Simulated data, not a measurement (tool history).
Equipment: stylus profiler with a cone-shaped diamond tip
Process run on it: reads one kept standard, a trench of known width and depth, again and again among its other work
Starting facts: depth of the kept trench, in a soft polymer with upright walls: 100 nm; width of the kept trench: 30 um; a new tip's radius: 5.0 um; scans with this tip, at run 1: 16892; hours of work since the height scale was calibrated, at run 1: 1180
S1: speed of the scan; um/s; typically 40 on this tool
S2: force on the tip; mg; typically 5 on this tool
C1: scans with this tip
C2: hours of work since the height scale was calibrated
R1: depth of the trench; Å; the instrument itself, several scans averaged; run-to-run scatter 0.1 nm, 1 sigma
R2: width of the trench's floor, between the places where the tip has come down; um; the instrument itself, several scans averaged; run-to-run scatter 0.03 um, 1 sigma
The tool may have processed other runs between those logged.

{"run": 1, "hour": 0.0, "S1": 40, "S2": 5, "C1": 16892, "C2": 1180, "R1": 1005.7, "R2": 27.33}
{"run": 2, "hour": 98.2, "S1": 40, "S2": 5, "C1": 17730, "C2": 1238, "R1": 1006.3, "R2": 27.34}
{"run": 3, "hour": 158.6, "S1": 40, "S2": 5, "C1": 18244, "C2": 1274, "R1": 1006, "R2": 27.33}
{"run": 4, "hour": 288.5, "S1": 40, "S2": 5, "C1": 19352, "C2": 1352, "R1": 1004.4, "R2": 27.29}
{"run": 5, "hour": 433.3, "S1": 40, "S2": 5, "C1": 20588, "C2": 1438, "R1": 1005.1, "R2": 27.26}
{"run": 6, "hour": 569.0, "S1": 40, "S2": 5, "C1": 21745, "C2": 1519, "R1": 1002.1, "R2": 27.2}
{"run": 7, "hour": 712.5, "S1": 37, "S2": 5, "C1": 22970, "C2": 1604, "R1": 1004.8, "R2": 27.26}
{"hour": 784.0, "done": "new tip fitted, height scale calibrated"}
{"run": 8, "hour": 813.8, "S1": 37, "S2": 5, "C1": 253, "C2": 18, "R1": 1011.4, "R2": 27.89}
{"run": 9, "hour": 953.9, "S1": 40, "S2": 5, "C1": 1449, "C2": 101, "R1": 1012.2, "R2": 27.8}
{"run": 10, "hour": 1090.6, "S1": 40, "S2": 5, "C1": 2615, "C2": 183, "R1": 1009.9, "R2": 27.77}
{"run": 11, "hour": 1189.9, "S1": 40, "S2": 5, "C1": 3462, "C2": 242, "R1": 1010, "R2": 27.8}
{"run": 12, "hour": 1305.1, "S1": 40, "S2": 5, "C1": 4445, "C2": 310, "R1": 1009.9, "R2": 27.74}
{"run": 13, "hour": 1400.8, "S1": 115, "S2": 5, "C1": 5261, "C2": 367, "R1": 1009.8, "R2": 27.46}
{"run": 14, "hour": 1532.0, "S1": 12, "S2": 5, "C1": 6381, "C2": 446, "R1": 1009.6, "R2": 27.78}
{"run": 15, "hour": 1590.3, "S1": 12, "S2": 2.04, "C1": 6878, "C2": 480, "R1": 1005.1, "R2": 27.76}
{"run": 16, "hour": 1696.8, "S1": 15, "S2": 8.77, "C1": 7786, "C2": 544, "R1": 1014.3, "R2": 27.75}
{"run": 17, "hour": 1780.9, "S1": 65, "S2": 5.24, "C1": 8503, "C2": 594, "R1": 1008.3, "R2": 27.54}
{"run": 18, "hour": 1906.8, "S1": 65, "S2": 5.24, "C1": 9578, "C2": 669, "R1": 1009.7, "R2": 27.54}
{"run": 19, "hour": 2030.8, "S1": 65, "S2": 5.24, "C1": 10635, "C2": 743, "R1": 1008.6, "R2": 27.46}
{"run": 20, "hour": 2108.8, "S1": 17, "S2": 14.38, "C1": 11301, "C2": 789, "R1": 1020.3, "R2": 27.65}
{"run": 21, "hour": 2181.4, "S1": 21, "S2": 7.7, "C1": 11920, "C2": 833, "R1": 1012.2, "R2": 27.59}
{"run": 22, "hour": 2297.9, "S1": 65, "S2": 6.34, "C1": 12914, "C2": 902, "R1": 1008, "R2": 27.43}
{"run": 23, "hour": 2404.7, "S1": 49, "S2": 9.91, "C1": 13825, "C2": 966, "R1": 1016.2, "R2": 27.49}
{"run": 24, "hour": 2545.8, "S1": 19, "S2": 14.55, "C1": 15028, "C2": 1050, "R1": 1018.1, "R2": 27.57}
{"run": 25, "hour": 2678.7, "S1": 116, "S2": 10.84, "C1": 16162, "C2": 1129, "R1": 1014, "R2": 27.26}
{"run": 26, "hour": 2761.4, "S1": 103, "S2": 8.5, "C1": 16868, "C2": 1178, "R1": 1010.5, "R2": 27.16}
{"run": 27, "hour": 2836.6, "S1": 125, "S2": 10.54, "C1": 17509, "C2": 1223, "R1": 1014, "R2": 27.25}
{"run": 28, "hour": 2910.2, "S1": 25, "S2": 5, "C1": 18137, "C2": 1267, "R1": 1006, "R2": 27.44}
{"run": 29, "hour": 3033.5, "S1": 25, "S2": 5, "C1": 19189, "C2": 1340, "R1": 1004.5, "R2": 27.4}

4 ways to go on from here, each from the tool as it stands after run 29. What would each give?
{"run": "A", "hour": 3152.9, "S1": 10, "S2": 2.24, "C1": 20207, "C2": 1411, "R1": "?", "R2": "?"}
{"run": "B", "hour": 3152.9, "S1": 40, "S2": 11.24, "C1": 20207, "C2": 1411, "R1": "?", "R2": "?"}
{"run": "C", "hour": 3152.9, "S1": 72, "S2": 10.58, "C1": 20207, "C2": 1411, "R1": "?", "R2": "?"}
{"run": "D", "hour": 3152.9, "S1": 73, "S2": 6.09, "C1": 20207, "C2": 1411, "R1": "?", "R2": "?"}

run=A R1=1000.3 R2=27.37
run=B R1=1014.9 R2=27.32
run=C R1=1012.9 R2=27.22
run=D R1=1006.7 R2=27.23
The same runs, with their run-to-run variation unchanged, on a tool lacking any hidden condition would have given:
run=A R1=1007 R2=27.95
run=B R1=1021.7 R2=27.9
run=C R1=1019.7 R2=27.8
run=D R1=1013.3 R2=27.82
